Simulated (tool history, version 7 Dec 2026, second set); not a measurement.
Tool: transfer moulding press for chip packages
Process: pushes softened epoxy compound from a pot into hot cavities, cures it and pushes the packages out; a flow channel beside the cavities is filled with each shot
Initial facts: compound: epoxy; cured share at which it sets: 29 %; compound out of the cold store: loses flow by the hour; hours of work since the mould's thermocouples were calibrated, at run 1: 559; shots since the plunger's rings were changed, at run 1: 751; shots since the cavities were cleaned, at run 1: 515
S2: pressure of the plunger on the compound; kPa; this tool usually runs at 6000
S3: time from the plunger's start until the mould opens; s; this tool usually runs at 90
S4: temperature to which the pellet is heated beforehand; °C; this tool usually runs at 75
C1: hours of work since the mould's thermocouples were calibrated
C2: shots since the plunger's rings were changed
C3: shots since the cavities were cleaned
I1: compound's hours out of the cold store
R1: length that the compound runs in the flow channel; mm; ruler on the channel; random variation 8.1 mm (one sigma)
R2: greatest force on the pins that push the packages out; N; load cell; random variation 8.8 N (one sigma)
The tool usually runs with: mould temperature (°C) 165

{"run": 1, "hour": 0.0, "mould temperature (°C)": 165, "S2": 6000, "S3": 90, "S4": 75, "C1": 559, "C2": 751, "C3": 515, "I1": 36.2, "R1": 915, "R2": 715}
{"hour": 43.5, "done": "cavities cleaned with cleaning compound and waxed"}
{"run": 2, "hour": 67.9, "mould temperature (°C)": 165, "S2": 6150, "S3": 90, "S4": 75, "C1": 593, "C2": 1446, "C3": 255, "I1": 14.7, "R1": 1072, "R2": 600}
{"hour": 136.4, "done": "cavities cleaned with cleaning compound and waxed"}
{"run": 3, "hour": 151.6, "mould temperature (°C)": 165, "S2": 6150, "S3": 90, "S4": 75, "C1": 634, "C2": 2308, "C3": 159, "I1": 44.8, "R1": 872, "R2": 511}
{"run": 4, "hour": 190.8, "mould temperature (°C)": 165, "S2": 6150, "S3": 90, "S4": 75, "C1": 653, "C2": 2719, "C3": 570, "I1": 19.9, "R1": 1015, "R2": 721}
{"hour": 229.2, "done": "cavities cleaned with cleaning compound and waxed"}
{"run": 5, "hour": 255.7, "mould temperature (°C)": 165, "S2": 6150, "S3": 78, "S4": 75, "C1": 685, "C2": 3383, "C3": 278, "I1": 28.4, "R1": 956, "R2": 696}
{"run": 6, "hour": 300.4, "mould temperature (°C)": 165, "S2": 6000, "S3": 90, "S4": 76, "C1": 707, "C2": 3852, "C3": 747, "I1": 24.9, "R1": 949, "R2": 784}
{"hour": 326.8, "done": "cavities cleaned with cleaning compound and waxed"}
{"run": 7, "hour": 348.3, "mould temperature (°C)": 165, "S2": 6000, "S3": 90, "S4": 76, "C1": 730, "C2": 4337, "C3": 224, "I1": 9.4, "R1": 1055, "R2": 573}
{"hour": 421.9, "done": "cavities cleaned with cleaning compound and waxed"}
{"run": 8, "hour": 429.1, "mould temperature (°C)": 164, "S2": 6000, "S3": 90, "S4": 75, "C1": 770, "C2": 5168, "C3": 75, "I1": 40.3, "R1": 843, "R2": 469}
{"hour": 468.1, "done": "plunger's sealing rings changed"}
{"run": 9, "hour": 501.6, "mould temperature (°C)": 164, "S2": 6000, "S3": 90, "S4": 75, "C1": 805, "C2": 352, "C3": 810, "I1": 28.7, "R1": 956, "R2": 839}
{"hour": 519.4, "done": "cavities cleaned with cleaning compound and waxed"}
{"hour": 529.7, "done": "mould's thermocouples calibrated"}
{"run": 10, "hour": 558.5, "mould temperature (°C)": 164, "S2": 6000, "S3": 90, "S4": 75, "C1": 14, "C2": 911, "C3": 389, "I1": 17.2, "R1": 1038, "R2": 657}
{"hour": 614.2, "done": "cavities cleaned with cleaning compound and waxed"}
{"run": 11, "hour": 634.8, "mould temperature (°C)": 164, "S2": 6000, "S3": 90, "S4": 67, "C1": 52, "C2": 1695, "C3": 216, "I1": 20.3, "R1": 994, "R2": 598}
{"hour": 707.0, "done": "cavities cleaned with cleaning compound and waxed"}
{"run": 12, "hour": 707.0, "mould temperature (°C)": 157, "S2": 6000, "S3": 90, "S4": 75, "C1": 87, "C2": 2436, "C3": 0, "I1": 44.7, "R1": 883, "R2": 614}
{"run": 13, "hour": 763.0, "mould temperature (°C)": 162, "S2": 5690, "S3": 117, "S4": 76, "C1": 115, "C2": 3023, "C3": 587, "I1": 42.7, "R1": 852, "R2": 681}
{"hour": 800.8, "done": "cavities cleaned with cleaning compound and waxed"}
{"run": 14, "hour": 811.7, "mould temperature (°C)": 158, "S2": 6730, "S3": 73, "S4": 70, "C1": 138, "C2": 3517, "C3": 114, "I1": 18.5, "R1": 1091, "R2": 1178}
{"hour": 900.5, "done": "cavities cleaned with cleaning compound and waxed"}
{"run": 15, "hour": 900.5, "mould temperature (°C)": 165, "S2": 5700, "S3": 90, "S4": 71, "C1": 182, "C2": 4433, "C3": 1, "I1": 12.3, "R1": 1006, "R2": 410}
{"run": 16, "hour": 958.9, "mould temperature (°C)": 165, "S2": 6030, "S3": 90, "S4": 75, "C1": 211, "C2": 5044, "C3": 612, "I1": 10.7, "R1": 1026, "R2": 724}

Run 17, settings as shown, results not yet in. Your forecast:
{"hour": 995.6, "done": "cavities cleaned with cleaning compound and waxed"}
{"hour": 1012.5, "done": "plunger's sealing rings changed"}
{"run": 17, "hour": 1012.5, "mould temperature (°C)": 172, "S2": 6000, "S3": 76, "S4": 76, "C1": 236, "C2": 0, "C3": 151, "I1": 25.5, "R1": "?", "R2": "?"}

{"run 17": {"R1": 950, "R2": 445}}
Were there no unlogged condition in the tool, this run, its random variation unchanged, would have produced R1 952 mm, R2 352 N.
